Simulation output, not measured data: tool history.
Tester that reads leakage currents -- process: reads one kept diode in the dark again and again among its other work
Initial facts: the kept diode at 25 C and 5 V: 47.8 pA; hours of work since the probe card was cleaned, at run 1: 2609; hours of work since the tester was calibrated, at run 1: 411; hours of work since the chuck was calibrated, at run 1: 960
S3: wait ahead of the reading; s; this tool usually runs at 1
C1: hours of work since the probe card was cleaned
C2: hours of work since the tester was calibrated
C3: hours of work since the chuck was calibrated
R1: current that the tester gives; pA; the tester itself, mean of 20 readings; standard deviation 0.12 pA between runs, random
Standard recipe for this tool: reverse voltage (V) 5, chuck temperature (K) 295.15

{"run": 1, "hour": 0.0, "reverse voltage (V)": 5, "chuck temperature (K)": 295.15, "S3": 1, "C1": 2609, "C2": 411, "C3": 960, "R1": 37.66}
{"run": 2, "hour": 72.4, "reverse voltage (V)": 5, "chuck temperature (K)": 295.15, "S3": 1, "C1": 2656, "C2": 458, "C3": 1008, "R1": 37.76}
{"run": 3, "hour": 186.9, "reverse voltage (V)": 5, "chuck temperature (K)": 301.15, "S3": 1, "C1": 2731, "C2": 534, "C3": 1083, "R1": 63.03}
{"run": 4, "hour": 257.5, "reverse voltage (V)": 5, "chuck temperature (K)": 301.15, "S3": 1, "C1": 2778, "C2": 580, "C3": 1129, "R1": 63.15}
{"run": 5, "hour": 391.8, "reverse voltage (V)": 4.26, "chuck temperature (K)": 295.15, "S3": 1, "C1": 2866, "C2": 668, "C3": 1218, "R1": 34.75}
{"run": 6, "hour": 477.4, "reverse voltage (V)": 4.26, "chuck temperature (K)": 295.15, "S3": 1, "C1": 2922, "C2": 724, "C3": 1274, "R1": 34.76}
{"run": 7, "hour": 540.7, "reverse voltage (V)": 4.26, "chuck temperature (K)": 295.15, "S3": 1, "C1": 2964, "C2": 766, "C3": 1316, "R1": 34.51}
{"hour": 615.0, "done": "probe card cleaned and baked"}
{"run": 8, "hour": 649.0, "reverse voltage (V)": 4.26, "chuck temperature (K)": 295.15, "S3": 1, "C1": 22, "C2": 835, "C3": 1385, "R1": 32.22}
{"run": 9, "hour": 780.3, "reverse voltage (V)": 5, "chuck temperature (K)": 295.15, "S3": 0.75, "C1": 109, "C2": 922, "C3": 1471, "R1": 35.03}
{"run": 10, "hour": 872.8, "reverse voltage (V)": 5, "chuck temperature (K)": 295.15, "S3": 0.75, "C1": 169, "C2": 982, "C3": 1532, "R1": 34.97}
{"run": 11, "hour": 945.3, "reverse voltage (V)": 5, "chuck temperature (K)": 295.15, "S3": 0.75, "C1": 217, "C2": 1030, "C3": 1579, "R1": 34.78}
{"run": 12, "hour": 1034.6, "reverse voltage (V)": 5, "chuck temperature (K)": 295.15, "S3": 0.75, "C1": 276, "C2": 1089, "C3": 1638, "R1": 34.97}
{"run": 13, "hour": 1168.4, "reverse voltage (V)": 5, "chuck temperature (K)": 295.15, "S3": 0.75, "C1": 364, "C2": 1177, "C3": 1726, "R1": 34.8}
{"run": 14, "hour": 1248.0, "reverse voltage (V)": 9.85, "chuck temperature (K)": 298.15, "S3": 0.49, "C1": 416, "C2": 1229, "C3": 1778, "R1": 63.21}
{"run": 15, "hour": 1327.8, "reverse voltage (V)": 4.38, "chuck temperature (K)": 307.15, "S3": 1.05, "C1": 468, "C2": 1281, "C3": 1831, "R1": 96.15}
{"run": 16, "hour": 1464.7, "reverse voltage (V)": 7.06, "chuck temperature (K)": 299.15, "S3": 1.05, "C1": 558, "C2": 1371, "C3": 1921, "R1": 57.28}
{"run": 17, "hour": 1607.1, "reverse voltage (V)": 7.06, "chuck temperature (K)": 299.15, "S3": 1.05, "C1": 652, "C2": 1465, "C3": 2014, "R1": 57.44}
{"run": 18, "hour": 1671.3, "reverse voltage (V)": 7.06, "chuck temperature (K)": 329.15, "S3": 1.05, "C1": 694, "C2": 1507, "C3": 2056, "R1": 717.35}
{"run": 19, "hour": 1817.1, "reverse voltage (V)": 10.77, "chuck temperature (K)": 301.15, "S3": 1.63, "C1": 790, "C2": 1603, "C3": 2152, "R1": 81.2}
{"hour": 1920.5, "done": "chuck's temperature calibrated"}
{"run": 20, "hour": 1975.0, "reverse voltage (V)": 2.15, "chuck temperature (K)": 294.15, "S3": 1.63, "C1": 892, "C2": 1705, "C3": 36, "R1": 23.95}
{"run": 21, "hour": 2100.1, "reverse voltage (V)": 2.15, "chuck temperature (K)": 294.15, "S3": 1.63, "C1": 974, "C2": 1787, "C3": 118, "R1": 23.84}
{"run": 22, "hour": 2175.7, "reverse voltage (V)": 2.15, "chuck temperature (K)": 294.15, "S3": 1.63, "C1": 1024, "C2": 1837, "C3": 168, "R1": 24.02}
{"run": 23, "hour": 2328.5, "reverse voltage (V)": 8.39, "chuck temperature (K)": 295.15, "S3": 0.84, "C1": 1125, "C2": 1937, "C3": 268, "R1": 48.72}
{"run": 24, "hour": 2444.8, "reverse voltage (V)": 6.84, "chuck temperature (K)": 318.15, "S3": 0.84, "C1": 1201, "C2": 2014, "C3": 344, "R1": 321.54}
{"run": 25, "hour": 2523.2, "reverse voltage (V)": 6.84, "chuck temperature (K)": 318.15, "S3": 0.84, "C1": 1252, "C2": 2065, "C3": 396, "R1": 319.61}
{"run": 26, "hour": 2596.5, "reverse voltage (V)": 6.84, "chuck temperature (K)": 318.15, "S3": 0.84, "C1": 1301, "C2": 2114, "C3": 444, "R1": 317.99}

Branching from run 26: 3 alternative next runs. What would each branch give?
{"run": "A", "hour": 2668.7, "reverse voltage (V)": 6.84, "chuck temperature (K)": 313.15, "S3": 1.04, "C1": 1348, "C2": 2161, "C3": 492, "R1": "?"}
{"run": "B", "hour": 2668.7, "reverse voltage (V)": 14.46, "chuck temperature (K)": 318.15, "S3": 1.6, "C1": 1348, "C2": 2161, "C3": 492, "R1": "?"}
{"run": "C", "hour": 2668.7, "reverse voltage (V)": 6.84, "chuck temperature (K)": 318.15, "S3": 1.78, "C1": 1348, "C2": 2161, "C3": 492, "R1": "?"}

run=A R1=210.42
run=B R1=434.97
run=C R1=317.29
With no hidden state in the tool, these same runs would have given:
run=A R1=210.5
run=B R1=434.89
run=C R1=318.14
